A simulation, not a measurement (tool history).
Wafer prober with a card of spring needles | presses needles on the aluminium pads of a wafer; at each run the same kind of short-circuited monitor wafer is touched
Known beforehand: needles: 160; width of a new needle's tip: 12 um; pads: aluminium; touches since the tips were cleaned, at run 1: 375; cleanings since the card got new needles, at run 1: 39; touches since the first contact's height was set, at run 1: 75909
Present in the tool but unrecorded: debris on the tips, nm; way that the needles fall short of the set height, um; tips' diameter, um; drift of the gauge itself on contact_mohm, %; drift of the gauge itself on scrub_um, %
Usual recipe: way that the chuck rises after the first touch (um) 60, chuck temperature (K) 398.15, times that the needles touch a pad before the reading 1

run     day  way that the chuck rises after the first touch (um)  chuck temperature (K)  times that the needles touch a pad before the reading  touches since the tips were cleaned  cleanings since the card got new needles  touches since the first contact's height was set  resistance of one needle with its contact and lead (mohm)  way that a needle slides on the pad (um)
  1   0.000                                                   60                 398.15                                                      1                                  375                                        39                                             75909                                                        173                                      8.48
      0.138  -- tips cleaned on abrasive film
      0.275  -- tips cleaned on abrasive film
      0.450  -- tips cleaned on abrasive film
      0.621  -- tips cleaned on abrasive film
      0.792  -- tips cleaned on abrasive film
  2   0.838                                                   60                 313.15                                                      1                                  560                                        44                                             86479                                                        159                                      8.54
      0.942  -- tips cleaned on abrasive film
      1.079  -- tips cleaned on abrasive film
      1.217  -- tips cleaned on abrasive film
  3   1.250                                                   60                 313.15                                                      1                                  393                                        47                                             91659                                                        158                                      8.53
      1.388  -- tips cleaned on abrasive film
      1.558  -- tips cleaned on abrasive film
      1.696  -- tips cleaned on abrasive film
      1.838  -- tips cleaned on abrasive film
  4   1.929                                                   60                 372.15                                                      1                                 1229                                        51                                            100287                                                        169                                      8.52
      2.000  -- tips cleaned on abrasive film
      2.142  -- tips cleaned on abrasive film
      2.279  -- tips cleaned on abrasive film
      2.450  -- tips cleaned on abrasive film
  5   2.488                                                   60                 398.15                                                      1                                  492                                        55                                            107308                                                        177                                      8.51
      2.592  -- tips cleaned on abrasive film
      2.733  -- tips cleaned on abrasive film
      2.904  -- tips cleaned on abrasive film
      3.042  -- tips cleaned on abrasive film
      3.179  -- tips cleaned on abrasive film
      3.354  -- tips cleaned on abrasive film
  6   3.379                                                   60                 398.15                                                      1                                  314                                        61                                            118503                                                        175                                      8.59
      3.517  -- tips cleaned on abrasive film
      3.654  -- tips cleaned on abrasive film
      3.792  -- tips cleaned on abrasive film
      3.929  -- tips cleaned on abrasive film
      4.071  -- tips cleaned on abrasive film
      4.242  -- tips cleaned on abrasive film
  7   4.246                                                   60                 398.15                                                      1                                   38                                        67                                            129421                                                        177                                      8.50
      4.383  -- tips cleaned on abrasive film
      4.521  -- tips cleaned on abrasive film
      4.658  -- tips cleaned on abrasive film
      4.800  -- tips cleaned on abrasive film
      4.971  -- tips cleaned on abrasive film
  8   4.988                                                   60                 398.15                                                      1                                  232                                        72                                            138790                                                        176                                      8.57
      5.125  -- tips cleaned on abrasive film
      5.267  -- tips cleaned on abrasive film
      5.404  -- tips cleaned on abrasive film
      5.542  -- tips cleaned on abrasive film
      5.679  -- tips cleaned on abrasive film
      5.817  -- tips cleaned on abrasive film
  9   5.896                                                   60                 398.15                                                      1                                  995                                        78                                            150231                                                        174                                      8.65
      5.967  -- tips cleaned on abrasive film
      6.104  -- tips cleaned on abrasive film
      6.242  -- tips cleaned on abrasive film
      6.383  -- tips cleaned on abrasive film
 10   6.488                                                   60                 398.15                                                      1                                 1373                                        82                                            157697                                                        175                                      8.63
      6.525  -- tips cleaned on abrasive film
      6.662  -- tips cleaned on abrasive film
      6.675  -- height of the first contact set anew
      6.817  -- tips cleaned on abrasive film
      6.954  -- tips cleaned on abrasive film
      7.125  -- tips cleaned on abrasive film
 11   7.171                                                   60                 398.15                                                      1                                  612                                        87                                              6270                                                        178                                      8.60
      7.279  -- tips cleaned on abrasive film
      7.417  -- tips cleaned on abrasive film
      7.554  -- tips cleaned on abrasive film
 12   7.654                                                   60                 398.15                                                      1                                 1280                                        90                                             12337                                                        177                                      8.73
      7.725  -- tips cleaned on abrasive film
      7.862  -- tips cleaned on abrasive film
      8.033  -- tips cleaned on abrasive film
 13   8.096                                                   57                 398.15                                                      1                                  817                                        93                                             17941                                                        174                                      8.27
      8.204  -- tips cleaned on abrasive film
      8.375  -- tips cleaned on abrasive film
      8.546  -- tips cleaned on abrasive film
      8.721  -- tips cleaned on abrasive film
 14   8.729                                                   57                 398.15                                                      1                                  126                                        97                                             25901                                                        175                                      8.31
      8.867  -- tips cleaned on abrasive film
      9.004  -- tips cleaned on abrasive film
      9.146  -- tips cleaned on abrasive film
      9.317  -- tips cleaned on abrasive film
      9.454  -- tips cleaned on abrasive film
      9.592  -- tips cleaned on abrasive film
 15   9.642                                                   40                 367.15                                                      1                                  638                                       103                                             37422                                                        178                                      5.79
      9.746  -- tips cleaned on abrasive film
      9.888  -- tips cleaned on abrasive film
     10.038  -- tips cleaned on abrasive film
 16  10.038                                                   40                 367.15                                                      1                                    0                                       106                                             42379                                                        176                                      5.77
     10.071  -- gauge calibrated
     10.208  -- tips cleaned on abrasive film
     10.346  -- tips cleaned on abrasive film
     10.488  -- tips cleaned on abrasive film
 17  10.538                                                   60                 348.15                                                      1                                  649                                       109                                             48684                                                        163                                      8.53
     10.642  -- tips cleaned on abrasive film
     10.779  -- tips cleaned on abrasive film
     10.950  -- tips cleaned on abrasive film
     11.092  -- tips cleaned on abrasive film
 18  11.221                                                   41                 307.15                                                      2                                 1683                                       113                                             57330                                                        162                                      5.78
     11.258  -- tips cleaned on abrasive film
     11.429  -- tips cleaned on abrasive film
     11.600  -- tips cleaned on abrasive film
     11.742  -- tips cleaned on abrasive film
 19  11.779                                                   75                 307.15                                                      3                                  524                                       117                                             64382                                                        155                                     10.60
     11.883  -- tips cleaned on abrasive film
     12.025  -- tips cleaned on abrasive film
     12.196  -- tips cleaned on abrasive film
     12.333  -- tips cleaned on abrasive film
     12.471  -- tips cleaned on abrasive film
 20  12.567                                                   75                 307.15                                                      3                                 1206                                       122                                             74292                                                        155                                     10.61
     12.638  -- tips cleaned on abrasive film
     12.808  -- tips cleaned on abrasive film
     12.946  -- tips cleaned on abrasive film
     13.121  -- tips cleaned on abrasive film
 21  13.188                                                   62                 317.15                                                      1                                  878                                       126                                             82133                                                        159                                      8.79
     13.258  -- tips cleaned on abrasive film
     13.396  -- tips cleaned on abrasive film
     13.538  -- tips cleaned on abrasive film
 22  13.600                                                   53                 390.15                                                      1                                  853                                       129                                             87349                                                        178                                      7.45
     13.708  -- tips cleaned on abrasive film
     13.846  -- tips cleaned on abrasive film
     13.983  -- tips cleaned on abrasive film
     14.121  -- tips cleaned on abrasive film
 23  14.217                                                   54                 398.15                                                      3                                 1202                                       133                                             95080                                                        173                                      7.70
     14.288  -- tips cleaned on abrasive film
     14.425  -- tips cleaned on abrasive film
     14.596  -- tips cleaned on abrasive film
 24  14.612                                                   45                 398.15                                                      1                                  204                                       136                                            100072                                                        180                                      6.39
     14.750  -- tips cleaned on abrasive film
     14.888  -- tips cleaned on abrasive film
     15.029  -- tips cleaned on abrasive film
     15.200  -- tips cleaned on abrasive film
     15.338  -- tips cleaned on abrasive film
     15.475  -- tips cleaned on abrasive film
 25  15.525                                                   52                 302.15                                                      3                                  610                                       142                                            111562                                                        160                                      7.43

What if the next run were any one of these 4? Each begins from the tool's condition after run 25:
     15.629  -- tips cleaned on abrasive film
     15.800  -- tips cleaned on abrasive film
     15.938  -- tips cleaned on abrasive film
     16.079  -- tips cleaned on abrasive film
     16.250  -- tips cleaned on abrasive film
  A  16.308                                                   67                 347.15                                                      2                                  747                                       147                                            121450                                                          ?                                         ?
     15.629  -- tips cleaned on abrasive film
     15.800  -- tips cleaned on abrasive film
     15.938  -- tips cleaned on abrasive film
     16.079  -- tips cleaned on abrasive film
     16.250  -- tips cleaned on abrasive film
  B  16.308                                                   52                 357.15                                                      3                                  747                                       147                                            121450                                                          ?                                         ?
     15.629  -- tips cleaned on abrasive film
     15.800  -- tips cleaned on abrasive film
     15.938  -- tips cleaned on abrasive film
     16.079  -- tips cleaned on abrasive film
     16.250  -- tips cleaned on abrasive film
  C  16.308                                                   41                 398.15                                                      1                                  747                                       147                                            121450                                                          ?                                         ?
     15.629  -- tips cleaned on abrasive film
     15.800  -- tips cleaned on abrasive film
     15.938  -- tips cleaned on abrasive film
     16.079  -- tips cleaned on abrasive film
     16.250  -- tips cleaned on abrasive film
  D  16.308                                                   70                 302.15                                                      2                                  747                                       147                                            121450                                                          ?                                         ?

run  resistance of one needle with its contact and lead (mohm)  way that a needle slides on the pad (um)
  A                                                        162                                      9.63
  B                                                        171                                      7.46
  C                                                        180                                      5.89
  D                                                        156                                     10.10
Without the tool's hidden state the same runs would have given:
run  resistance of one needle with its contact and lead (mohm)  way that a needle slides on the pad (um)
  A                                                        162                                      9.49
  B                                                        171                                      7.35
  C                                                        180                                      5.81
  D                                                        155                                      9.95
